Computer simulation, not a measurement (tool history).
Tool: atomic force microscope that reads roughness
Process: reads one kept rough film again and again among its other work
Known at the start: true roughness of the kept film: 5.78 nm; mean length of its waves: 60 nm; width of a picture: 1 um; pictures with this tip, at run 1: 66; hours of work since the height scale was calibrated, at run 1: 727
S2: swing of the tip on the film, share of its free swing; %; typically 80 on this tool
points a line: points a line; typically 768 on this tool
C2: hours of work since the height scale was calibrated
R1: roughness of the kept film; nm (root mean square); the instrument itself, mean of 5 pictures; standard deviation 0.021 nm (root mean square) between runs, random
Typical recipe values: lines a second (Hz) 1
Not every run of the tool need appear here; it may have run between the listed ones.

{"run": 1, "hour": 0.0, "lines a second (Hz)": 1, "S2": 80, "points a line": 768, "pictures with this tip": 66, "C2": 727, "R1": 4.942}
{"hour": 23.0, "done": "new tip fitted"}
{"run": 2, "hour": 56.7, "lines a second (Hz)": 1, "S2": 80, "points a line": 768, "pictures with this tip": 48, "C2": 771, "R1": 4.976}
{"hour": 93.2, "done": "new tip fitted"}
{"run": 3, "hour": 131.4, "lines a second (Hz)": 1, "S2": 67, "points a line": 768, "pictures with this tip": 55, "C2": 830, "R1": 5.144}
{"hour": 162.7, "done": "new tip fitted"}
{"run": 4, "hour": 195.5, "lines a second (Hz)": 1, "S2": 67, "points a line": 768, "pictures with this tip": 47, "C2": 880, "R1": 5.212}
{"hour": 231.3, "done": "new tip fitted"}
{"run": 5, "hour": 247.6, "lines a second (Hz)": 1, "S2": 67, "points a line": 768, "pictures with this tip": 24, "C2": 920, "R1": 5.317}
{"run": 6, "hour": 298.1, "lines a second (Hz)": 2.16, "S2": 80, "points a line": 768, "pictures with this tip": 96, "C2": 960, "R1": 4.534}
{"hour": 304.3, "done": "new tip fitted"}
{"run": 7, "hour": 346.7, "lines a second (Hz)": 2.16, "S2": 80, "points a line": 768, "pictures with this tip": 61, "C2": 998, "R1": 4.732}
{"hour": 375.2, "done": "new tip fitted"}
{"run": 8, "hour": 414.3, "lines a second (Hz)": 2.16, "S2": 80, "points a line": 768, "pictures with this tip": 56, "C2": 1050, "R1": 4.702}
{"hour": 446.5, "done": "new tip fitted"}
{"run": 9, "hour": 448.9, "lines a second (Hz)": 2.16, "S2": 80, "points a line": 768, "pictures with this tip": 3, "C2": 1077, "R1": 4.94}
{"run": 10, "hour": 500.1, "lines a second (Hz)": 1.3, "S2": 80, "points a line": 768, "pictures with this tip": 77, "C2": 1117, "R1": 4.876}
{"hour": 518.0, "done": "new tip fitted"}
{"run": 11, "hour": 540.6, "lines a second (Hz)": 1, "S2": 60, "points a line": 768, "pictures with this tip": 32, "C2": 1149, "R1": 5.354}
{"hour": 587.0, "done": "new tip fitted"}
{"run": 12, "hour": 619.0, "lines a second (Hz)": 1, "S2": 60, "points a line": 768, "pictures with this tip": 46, "C2": 1210, "R1": 5.304}
{"hour": 658.1, "done": "new tip fitted"}
{"run": 13, "hour": 658.1, "lines a second (Hz)": 1, "S2": 60, "points a line": 479, "pictures with this tip": 0, "C2": 1240, "R1": 5.528}
{"hour": 732.8, "done": "new tip fitted"}
{"run": 14, "hour": 733.5, "lines a second (Hz)": 1, "S2": 80, "points a line": 768, "pictures with this tip": 1, "C2": 1299, "R1": 5.309}
{"run": 15, "hour": 782.5, "lines a second (Hz)": 1, "S2": 80, "points a line": 768, "pictures with this tip": 72, "C2": 1338, "R1": 4.954}
{"hour": 802.2, "done": "new tip fitted"}
{"run": 16, "hour": 826.3, "lines a second (Hz)": 1, "S2": 80, "points a line": 768, "pictures with this tip": 35, "C2": 1372, "R1": 5.132}
{"hour": 832.8, "done": "height scale calibrated on a step standard"}
{"run": 17, "hour": 865.3, "lines a second (Hz)": 1, "S2": 65, "points a line": 280, "pictures with this tip": 90, "C2": 26, "R1": 5.014}
{"hour": 876.6, "done": "new tip fitted"}
{"run": 18, "hour": 901.6, "lines a second (Hz)": 1, "S2": 65, "points a line": 280, "pictures with this tip": 36, "C2": 54, "R1": 5.299}
{"run": 19, "hour": 939.6, "lines a second (Hz)": 3.9, "S2": 57, "points a line": 482, "pictures with this tip": 91, "C2": 84, "R1": 4.834}
{"hour": 945.1, "done": "new tip fitted"}
{"run": 20, "hour": 1002.0, "lines a second (Hz)": 3.87, "S2": 78, "points a line": 522, "pictures with this tip": 82, "C2": 132, "R1": 4.297}
{"hour": 1014.4, "done": "new tip fitted"}
{"run": 21, "hour": 1052.3, "lines a second (Hz)": 1.79, "S2": 80, "points a line": 570, "pictures with this tip": 54, "C2": 171, "R1": 4.854}
{"hour": 1086.3, "done": "new tip fitted"}
{"run": 22, "hour": 1124.1, "lines a second (Hz)": 1.66, "S2": 72, "points a line": 430, "pictures with this tip": 55, "C2": 227, "R1": 5.026}
{"hour": 1154.6, "done": "height scale calibrated on a step standard, once more"}
{"hour": 1158.4, "done": "new tip fitted"}
{"run": 23, "hour": 1182.3, "lines a second (Hz)": 0.52, "S2": 80, "points a line": 768, "pictures with this tip": 34, "C2": 21, "R1": 5.231}
{"hour": 1227.8, "done": "new tip fitted"}
{"run": 24, "hour": 1239.4, "lines a second (Hz)": 0.74, "S2": 68, "points a line": 445, "pictures with this tip": 17, "C2": 66, "R1": 5.344}
{"run": 25, "hour": 1271.5, "lines a second (Hz)": 2.63, "S2": 89, "points a line": 330, "pictures with this tip": 63, "C2": 91, "R1": 4.208}
{"hour": 1296.2, "done": "new tip fitted"}
{"run": 26, "hour": 1317.1, "lines a second (Hz)": 2.63, "S2": 89, "points a line": 330, "pictures with this tip": 30, "C2": 126, "R1": 4.318}
{"hour": 1365.9, "done": "new tip fitted"}
{"run": 27, "hour": 1392.0, "lines a second (Hz)": 0.53, "S2": 78, "points a line": 311, "pictures with this tip": 38, "C2": 185, "R1": 5.192}

Below, each run's measurement less what the same run would have read without the hidden state. Both values contain the same run-to-run variation, but the gauge's scatter may not be the same in both:
Hidden state at play: radius of the tip, nm; height scale over the true one, %; drift of the gauge itself on roughness_nm, %.
run=1 R1=-0.371
run=2 R1=-0.249
run=3 R1=-0.279
run=4 R1=-0.241
run=5 R1=-0.122
run=6 R1=-0.44
run=7 R1=-0.237
run=8 R1=-0.241
run=9 R1=+0.019
run=10 R1=-0.327
run=11 R1=-0.146
run=12 R1=-0.191
run=13 R1=+0.045
run=14 R1=+0.027
run=15 R1=-0.341
run=16 R1=-0.141
run=17 R1=-0.405
run=18 R1=-0.135
run=19 R1=-0.425
run=20 R1=-0.294
run=21 R1=-0.177
run=22 R1=-0.184
run=23 R1=-0.206
run=24 R1=-0.11
run=25 R1=-0.276
run=26 R1=-0.156
run=27 R1=-0.244
